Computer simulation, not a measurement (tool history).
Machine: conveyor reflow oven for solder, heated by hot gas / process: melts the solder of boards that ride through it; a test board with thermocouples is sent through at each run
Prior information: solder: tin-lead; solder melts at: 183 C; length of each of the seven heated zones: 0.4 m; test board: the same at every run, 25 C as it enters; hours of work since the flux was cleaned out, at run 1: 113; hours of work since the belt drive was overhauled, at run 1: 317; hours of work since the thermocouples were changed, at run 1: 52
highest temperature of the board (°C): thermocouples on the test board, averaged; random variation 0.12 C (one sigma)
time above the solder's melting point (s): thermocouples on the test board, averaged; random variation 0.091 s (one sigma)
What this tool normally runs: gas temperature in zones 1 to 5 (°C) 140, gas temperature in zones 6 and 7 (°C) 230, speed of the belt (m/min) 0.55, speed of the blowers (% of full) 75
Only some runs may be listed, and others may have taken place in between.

| run | hour | gas temperature in zones 1 to 5 (°C) | gas temperature in zones 6 and 7 (°C) | speed of the belt (m/min) | speed of the blowers (% of full) | hours of work since the flux was cleaned out | hours of work since the belt drive was overhauled | hours of work since the thermocouples were changed | highest temperature of the board (°C) | time above the solder's melting point (s) |
|---|---|---|---|---|---|---|---|---|---|---|
| 1 | 0 | 140 | 230 | 0.55 | 75 | 113 | 317 | 52 | 217.2 | 67.91 |
| 2 | 9.1 | 140 | 230 | 0.55 | 75 | 119 | 323 | 58 | 217.3 | 68.07 |
| 3 | 22.3 | 140 | 230 | 0.55 | 75 | 127 | 331 | 67 | 217.5 | 67.98 |
| 4 | 32.5 | 140 | 230 | 0.55 | 75 | 134 | 338 | 74 | 217.5 | 67.94 |
| 5 | 43.2 | 140 | 230 | 0.555 | 75 | 141 | 345 | 81 | 217.1 | 67.01 |
| 6 | 54.9 | 140 | 230 | 0.555 | 75 | 149 | 353 | 88 | 217.1 | 67.19 |
| 7 | 64.3 | 140 | 230 | 0.555 | 75 | 155 | 359 | 94 | 216.9 | 67.09 |
| 8 | 75.3 | 140 | 230 | 0.555 | 75 | 162 | 366 | 102 | 216.8 | 66.89 |
| 9 | 86.7 | 140 | 230 | 0.555 | 75 | 169 | 373 | 109 | 216.9 | 67.04 |
| 10 | 101.5 | 140 | 242 | 0.55 | 75 | 179 | 383 | 119 | 227.8 | 75.22 |
| 11 | 111.7 | 140 | 242 | 0.55 | 75 | 186 | 390 | 125 | 227.7 | 75.47 |
| 12 | 127.4 | 140 | 242 | 0.55 | 63 | 196 | 400 | 135 | 225.4 | 73.51 |
| 13 | 142.6 | 140 | 242 | 0.55 | 63 | 206 | 410 | 145 | 225.1 | 73.42 |
|  | 161.3 | flux residue cleaned out of gas plates and filters |
| 14 | 162.2 | 140 | 230 | 0.55 | 75 | 1 | 419 | 155 | 217.5 | 68.34 |
| 15 | 176.4 | 140 | 230 | 0.55 | 75 | 10 | 428 | 164 | 217.3 | 68.32 |
| 16 | 185.3 | 140 | 230 | 0.55 | 75 | 16 | 434 | 170 | 217.4 | 68.21 |
| 17 | 195.4 | 140 | 230 | 0.55 | 75 | 22 | 441 | 176 | 217.3 | 68.29 |
| 18 | 213.5 | 140 | 230 | 0.553 | 75 | 34 | 453 | 188 | 217.4 | 67.65 |
| 19 | 231.4 | 140 | 244 | 0.55 | 75 | 46 | 464 | 200 | 230 | 76.95 |
| 20 | 247.9 | 148 | 230 | 0.611 | 75 | 56 | 475 | 211 | 215.7 | 62.76 |
| 21 | 266 | 149 | 233 | 0.574 | 75 | 68 | 487 | 222 | 220.1 | 70.79 |
| 22 | 278.4 | 141 | 244 | 0.636 | 60 | 76 | 495 | 231 | 222 | 60.74 |
| 23 | 286.4 | 140 | 230 | 0.598 | 68 | 81 | 500 | 236 | 213.5 | 58.53 |
| 24 | 301.2 | 140 | 230 | 0.598 | 68 | 91 | 510 | 245 | 213.5 | 58.6 |
| 25 | 317.4 | 140 | 230 | 0.55 | 59 | 102 | 520 | 256 | 213.6 | 64.03 |
| 26 | 330.5 | 153 | 236 | 0.643 | 55 | 110 | 529 | 264 | 215.5 | 60.33 |
| 27 | 348.6 | 146 | 236 | 0.643 | 80 | 122 | 541 | 276 | 219.7 | 61.52 |
| 28 | 359.4 | 146 | 243 | 0.506 | 82 | 129 | 548 | 283 | 232.5 | 87.8 |
| 29 | 374.2 | 146 | 243 | 0.506 | 82 | 139 | 557 | 293 | 232.5 | 87.76 |
| 30 | 385.5 | 146 | 243 | 0.506 | 82 | 146 | 565 | 300 | 232.8 | 87.93 |

Here are 5 independent what-if runs from the current tool condition. What would each one return?
| A | 398.9 | 146 | 234 | 0.532 | 53 | 155 | 573 | 309 | ? | ? |
| B | 398.9 | 128 | 243 | 0.506 | 89 | 155 | 573 | 309 | ? | ? |
| C | 398.9 | 137 | 220 | 0.544 | 75 | 155 | 573 | 309 | ? | ? |
| D | 398.9 | 140 | 243 | 0.55 | 75 | 155 | 573 | 309 | ? | ? |
| E | 398.9 | 146 | 243 | 0.649 | 82 | 155 | 573 | 309 | ? | ? |

| run | highest temperature of the board (°C) | time above the solder's melting point (s) |
|---|---|---|
| A | 217.8 | 72.53 |
| B | 231.6 | 81.01 |
| C | 207.5 | 58.69 |
| D | 228.3 | 76.32 |
| E | 225.8 | 64.72 |
Without the tool's hidden state the same runs would have given:
| run | highest temperature of the board (°C) | time above the solder's melting point (s) |
|---|---|---|
| A | 219.2 | 72.73 |
| B | 233.2 | 80.96 |
| C | 209 | 59.66 |
| D | 229.9 | 76.27 |
| E | 227.4 | 64.77 |
